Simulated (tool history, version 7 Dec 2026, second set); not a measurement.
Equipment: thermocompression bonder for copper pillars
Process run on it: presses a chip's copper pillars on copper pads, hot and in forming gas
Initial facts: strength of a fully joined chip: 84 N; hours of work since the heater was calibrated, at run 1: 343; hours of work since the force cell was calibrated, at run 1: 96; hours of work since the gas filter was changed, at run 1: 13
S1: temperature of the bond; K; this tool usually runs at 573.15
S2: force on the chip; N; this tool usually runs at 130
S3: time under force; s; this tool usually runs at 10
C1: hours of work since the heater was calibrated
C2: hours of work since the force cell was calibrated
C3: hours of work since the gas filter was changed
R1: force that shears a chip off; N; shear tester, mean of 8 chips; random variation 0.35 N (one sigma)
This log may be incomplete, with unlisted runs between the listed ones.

| run | hour | S1 | S2 | S3 | C1 | C2 | C3 | R1 |
|---|---|---|---|---|---|---|---|---|
| 1 | 0.0 | 573.15 | 130 | 10 | 343 | 96 | 13 | 56.2 |
| 2 | 28.5 | 573.15 | 92 | 10 | 363 | 116 | 34 | 41.0 |
| 3 | 53.1 | 573.15 | 130 | 10 | 381 | 134 | 52 | 55.5 |
| 4 | 94.3 | 573.15 | 130 | 10 | 411 | 164 | 82 | 53.4 |
| 5 | 133.5 | 573.15 | 130 | 10 | 440 | 193 | 110 | 52.4 |
|  | 168.0 | forming gas filter changed |
| 6 | 178.9 | 573.15 | 130 | 10 | 473 | 226 | 8 | 56.5 |
| 7 | 207.1 | 573.15 | 130 | 10 | 493 | 246 | 28 | 55.1 |
| 8 | 246.4 | 573.15 | 130 | 25 | 522 | 275 | 57 | 66.9 |
| 9 | 283.9 | 573.15 | 130 | 25 | 549 | 302 | 84 | 65.4 |
| 10 | 317.3 | 573.15 | 130 | 25 | 574 | 327 | 109 | 64.6 |
|  | 355.7 | forming gas filter changed |
| 11 | 360.5 | 573.15 | 130 | 10 | 605 | 358 | 3 | 56.4 |
| 12 | 394.8 | 573.15 | 130 | 5 | 630 | 383 | 29 | 45.3 |
| 13 | 427.7 | 573.15 | 101 | 5 | 654 | 407 | 53 | 34.9 |
| 14 | 466.3 | 573.15 | 101 | 5 | 682 | 435 | 81 | 33.6 |
| 15 | 514.7 | 573.15 | 101 | 5 | 717 | 470 | 116 | 33.2 |
|  | 541.2 | forming gas filter changed |
| 16 | 555.3 | 573.15 | 101 | 5 | 746 | 499 | 10 | 35.7 |
| 17 | 584.3 | 573.15 | 130 | 10 | 767 | 521 | 31 | 54.6 |
| 18 | 608.3 | 573.15 | 130 | 10 | 785 | 538 | 49 | 54.2 |
| 19 | 652.0 | 573.15 | 130 | 11 | 817 | 570 | 81 | 54.4 |
| 20 | 685.6 | 573.15 | 130 | 11 | 841 | 594 | 105 | 54.4 |
|  | 691.0 | force cell calibrated |
|  | 709.4 | heater calibrated with a thermocouple chip |
|  | 730.1 | forming gas filter changed |
| 21 | 739.0 | 561.15 | 111 | 25 | 21 | 33 | 7 | 60.3 |
| 22 | 774.0 | 596.15 | 111 | 25 | 47 | 59 | 32 | 70.7 |
| 23 | 802.6 | 550.15 | 122 | 20 | 68 | 80 | 53 | 55.3 |
| 24 | 845.0 | 545.15 | 122 | 6 | 99 | 110 | 84 | 36.0 |
| 25 | 886.4 | 573.15 | 91 | 7 | 129 | 141 | 114 | 35.1 |
| 26 | 907.6 | 574.15 | 172 | 27 | 144 | 156 | 129 | 72.2 |
|  | 917.7 | forming gas filter changed |
| 27 | 945.4 | 546.15 | 114 | 6 | 171 | 183 | 20 | 35.0 |
|  | 957.8 | force cell calibrated, once more |
| 28 | 975.6 | 552.15 | 98 | 6 | 192 | 13 | 41 | 30.4 |
| 29 | 1017.3 | 552.15 | 98 | 6 | 223 | 43 | 72 | 29.6 |
| 30 | 1052.2 | 600.15 | 187 | 10 | 248 | 69 | 97 | 70.7 |
| 31 | 1079.7 | 549.15 | 142 | 10 | 268 | 89 | 117 | 46.4 |
|  | 1106.9 | forming gas filter changed |
| 32 | 1124.7 | 600.15 | 193 | 8 | 301 | 121 | 13 | 74.8 |
| 33 | 1163.1 | 600.15 | 193 | 8 | 329 | 149 | 41 | 73.6 |
| 34 | 1203.7 | 600.15 | 193 | 8 | 358 | 179 | 71 | 70.5 |
| 35 | 1252.0 | 600.15 | 193 | 8 | 393 | 214 | 106 | 69.3 |
|  | 1294.2 | forming gas filter changed |
| 36 | 1300.4 | 600.15 | 193 | 8 | 428 | 249 | 5 | 74.8 |
| 37 | 1348.7 | 600.15 | 193 | 8 | 464 | 284 | 40 | 74.2 |
| 38 | 1392.3 | 549.15 | 93 | 24 | 495 | 316 | 71 | 44.2 |

Each row is a separate what-if for the run after 38, all from the same tool condition, not one after another. Results?
| A | 1437.7 | 568.15 | 103 | 16 | 528 | 349 | 105 | ? |
| B | 1437.7 | 549.15 | 106 | 19 | 528 | 349 | 105 | ? |
| C | 1437.7 | 558.15 | 87 | 14 | 528 | 349 | 105 | ? |

| run | R1 |
|---|---|
| A | 48.5 |
| B | 44.9 |
| C | 36.8 |
The same runs, with their run-to-run variation unchanged, on a tool lacking any hidden condition would have given:
| run | R1 |
|---|---|
| A | 52.6 |
| B | 48.9 |
| C | 40.1 |
